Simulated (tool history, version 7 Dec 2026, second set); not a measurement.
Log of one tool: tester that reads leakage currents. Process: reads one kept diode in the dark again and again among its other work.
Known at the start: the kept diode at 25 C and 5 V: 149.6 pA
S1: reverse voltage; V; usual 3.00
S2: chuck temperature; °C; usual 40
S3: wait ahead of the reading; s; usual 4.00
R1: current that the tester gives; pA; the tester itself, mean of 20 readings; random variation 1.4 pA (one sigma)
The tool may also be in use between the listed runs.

run 1 day=0.000 | S1=3.00 S2=40 S3=4.00 | R1=486.29
run 2 day=0.871 | S1=18.52 S2=40 S3=4.00 | R1=877.66
run 3 day=1.838 | S1=18.52 S2=35 S3=4.00 | R1=579.33
run 4 day=2.996 | S1=18.52 S2=35 S3=4.00 | R1=579.22
run 5 day=4.104 | S1=3.00 S2=40 S3=9.87 | R1=482.76
run 6 day=5.300 | S1=3.00 S2=40 S3=9.87 | R1=485.30
run 7 day=6.608 | S1=3.00 S2=40 S3=9.87 | R1=485.39
run 8 day=7.592 | S1=3.00 S2=40 S3=9.87 | R1=485.99
run 9 day=8.317 | S1=3.00 S2=40 S3=9.87 | R1=485.66
run 10 day=9.033 | S1=3.00 S2=40 S3=9.87 | R1=485.85
run 11 day=9.871 | S1=3.00 S2=40 S3=0.45 | R1=484.92
run 12 day=10.921 | S1=8.80 S2=40 S3=4.00 | R1=684.18
run 13 day=12.312 | S1=13.61 S2=40 S3=4.00 | R1=788.58
run 14 day=13.267 | S1=3.00 S2=40 S3=7.97 | R1=485.26
run 15 day=14.679 | S1=3.00 S2=40 S3=7.97 | R1=483.07
run 16 day=15.354 | S1=3.00 S2=40 S3=7.97 | R1=482.96
run 17 day=16.950 | S1=3.00 S2=40 S3=4.00 | R1=483.18
run 18 day=17.633 | S1=3.00 S2=28 S3=4.00 | R1=172.73
run 19 day=19.171 | S1=1.01 S2=40 S3=4.00 | R1=343.17
run 20 day=20.450 | S1=2.11 S2=44 S3=4.58 | R1=601.38
run 21 day=21.654 | S1=2.11 S2=44 S3=4.58 | R1=606.19
run 22 day=22.508 | S1=2.11 S2=44 S3=4.58 | R1=601.15
run 23 day=23.912 | S1=2.11 S2=44 S3=4.58 | R1=599.93
run 24 day=25.417 | S1=5.42 S2=30 S3=2.39 | R1=248.79
run 25 day=26.762 | S1=11.86 S2=45 S3=9.96 | R1=1127.05
run 26 day=27.779 | S1=1.74 S2=45 S3=0.56 | R1=615.44
run 27 day=28.446 | S1=1.74 S2=45 S3=0.56 | R1=612.06
run 28 day=29.246 | S1=6.17 S2=57 S3=2.44 | R1=2350.98
run 29 day=30.558 | S1=17.09 S2=40 S3=7.94 | R1=850.05
run 30 day=31.942 | S1=3.70 S2=40 S3=1.50 | R1=512.67
run 31 day=33.100 | S1=3.70 S2=37 S3=0.44 | R1=400.76
run 32 day=33.967 | S1=1.74 S2=22 S3=6.98 | R1=82.92
run 33 day=35.083 | S1=3.41 S2=53 S3=6.98 | R1=1426.74
run 34 day=36.138 | S1=3.41 S2=53 S3=6.98 | R1=1425.01
run 35 day=36.821 | S1=3.41 S2=34 S3=0.35 | R1=302.28
run 36 day=37.625 | S1=4.88 S2=36 S3=0.50 | R1=403.65
run 37 day=38.821 | S1=4.88 S2=39 S3=3.32 | R1=517.56

5 ways to go on from here, each from the tool as it stands after run 37. What would each give?
run A day=40.038 | S1=3.00 S2=40 S3=3.31 | R1=?
run B day=40.038 | S1=3.00 S2=47 S3=1.81 | R1=?
run C day=40.038 | S1=3.00 S2=40 S3=1.36 | R1=?
run D day=40.038 | S1=2.33 S2=51 S3=7.47 | R1=?
run E day=40.038 | S1=4.44 S2=47 S3=1.78 | R1=?

run=A R1=481.84
run=B R1=856.56
run=C R1=481.09
run=D R1=1075.39
run=E R1=962.41
Without the tool's hidden state the same runs would have given:
run=A R1=483.74
run=B R1=863.39
run=C R1=482.99
run=D R1=1086.11
run=E R1=968.26
